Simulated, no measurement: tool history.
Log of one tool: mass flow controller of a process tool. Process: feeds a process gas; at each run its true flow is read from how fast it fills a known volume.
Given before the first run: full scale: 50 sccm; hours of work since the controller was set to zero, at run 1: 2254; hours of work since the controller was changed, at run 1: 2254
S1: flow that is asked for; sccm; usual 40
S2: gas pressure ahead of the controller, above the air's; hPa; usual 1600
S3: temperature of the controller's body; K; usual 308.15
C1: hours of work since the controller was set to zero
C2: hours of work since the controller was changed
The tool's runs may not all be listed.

Run 1, hour 0: usual settings; C1 2254; C2 2254. Result: true flow (%) 98.66.
Run 2, hour 198.3: usual settings but S1 20 sccm; C1 2405; C2 2405. Result: true flow (%) 97.55.
Run 3, hour 402.8: usual settings; C1 2561; C2 2561. Result: true flow (%) 98.53.
Run 4, hour 650.7: usual settings; C1 2750; C2 2750. Result: true flow (%) 98.81.
Run 5, hour 839: usual settings; C1 2893; C2 2893. Result: true flow (%) 98.72.
Run 6, hour 1146.5: usual settings; C1 3127; C2 3127. Result: true flow (%) 98.79.
Run 7, hour 1432.1: usual settings but S1 16 sccm; C1 3345; C2 3345. Result: true flow (%) 97.5.
Run 8, hour 1712.3: usual settings; C1 3558; C2 3558. Result: true flow (%) 98.56.
Run 9, hour 1900: usual settings; C1 3701; C2 3701. Result: true flow (%) 98.64.
Run 10, hour 2125.2: usual settings; C1 3872; C2 3872. Result: true flow (%) 98.59.
Run 11, hour 2433.3: usual settings but S2 1720 hPa; C1 4107; C2 4107. Result: true flow (%) 98.48.
Run 12, hour 2651.3: usual settings but S2 1720 hPa; C1 4273; C2 4273. Result: true flow (%) 98.52.
Run 13, hour 2846.7: usual settings; C1 4422; C2 4422. Result: true flow (%) 98.62.
Run 14, hour 3014.5: usual settings; C1 4550; C2 4550. Result: true flow (%) 98.59.
Run 15, hour 3211.6: usual settings; C1 4700; C2 4700. Result: true flow (%) 98.41.
Run 16, hour 3469.1: usual settings; C1 4896; C2 4896. Result: true flow (%) 98.55.
Run 17, hour 3865.9: usual settings but S1 14 sccm; C1 5198; C2 5198. Result: true flow (%) 97.69.
Run 18, hour 4060: usual settings but S1 23 sccm; C1 5346; C2 5346. Result: true flow (%) 97.76.
Run 19, hour 4355.8: usual settings; C1 5571; C2 5571. Result: true flow (%) 98.51.
At hour 4564.3: controller's zero set anew.
Run 20, hour 4671.1: usual settings; C1 81; C2 5811. Result: true flow (%) 98.06.
Run 21, hour 4868.1: usual settings; C1 231; C2 5961. Result: true flow (%) 97.99.
Run 22, hour 5244.2: usual settings but S1 33 sccm; C1 518; C2 6247. Result: true flow (%) 97.48.
Run 23, hour 5470.5: usual settings but S1 33 sccm; C1 690; C2 6419. Result: true flow (%) 97.36.
Run 24, hour 5661.6: usual settings but S1 33 sccm; C1 835; C2 6565. Result: true flow (%) 97.44.
Run 25, hour 5878.4: usual settings but S1 33 sccm; C1 1001; C2 6730. Result: true flow (%) 97.35.
Run 26, hour 6196.4: usual settings but S2 1410 hPa, S3 297.15 K; C1 1243; C2 6972. Result: true flow (%) 98.36.
Run 27, hour 6462.8: usual settings but S1 9 sccm, S2 1530 hPa; C1 1445; C2 7175. Result: true flow (%) 96.37.
Run 28, hour 6795.9: usual settings but S1 39 sccm, S2 2410 hPa, S3 295.15 K; C1 1699; C2 7428. Result: true flow (%) 97.82.
Run 29, hour 6963.6: usual settings but S1 7 sccm, S2 1810 hPa, S3 296.15 K; C1 1827; C2 7556. Result: true flow (%) 96.96.
Run 30, hour 7156.4: usual settings but S1 7 sccm, S2 1810 hPa; C1 1974; C2 7703. Result: true flow (%) 96.4.
Run 31, hour 7462.8: usual settings but S1 46 sccm, S2 1810 hPa, S3 298.15 K; C1 2207; C2 7936. Result: true flow (%) 98.43.
Run 32, hour 7834: usual settings but S1 25 sccm, S2 2180 hPa, S3 304.15 K; C1 2490; C2 8219. Result: true flow (%) 96.89.
Run 33, hour 8092.9: usual settings but S1 30 sccm, S2 1860 hPa, S3 306.15 K; C1 2687; C2 8416. Result: true flow (%) 97.05.
Run 34, hour 8391.4: usual settings but S1 29 sccm, S2 1700 hPa, S3 306.15 K; C1 2914; C2 8643. Result: true flow (%) 97.04.

Estimate the outcome of run 35 from the log above:
Run 35, hour 8556.7: usual settings but S1 22 sccm, S2 1640 hPa, S3 302.15 K; C1 3040; C2 8769. Result: true flow (%) ?.

{"run 35": {"true flow (%)": 96.94}}
On a tool with no hidden condition, and with the same random variation, this run would have come out at true flow (%) 98.12.
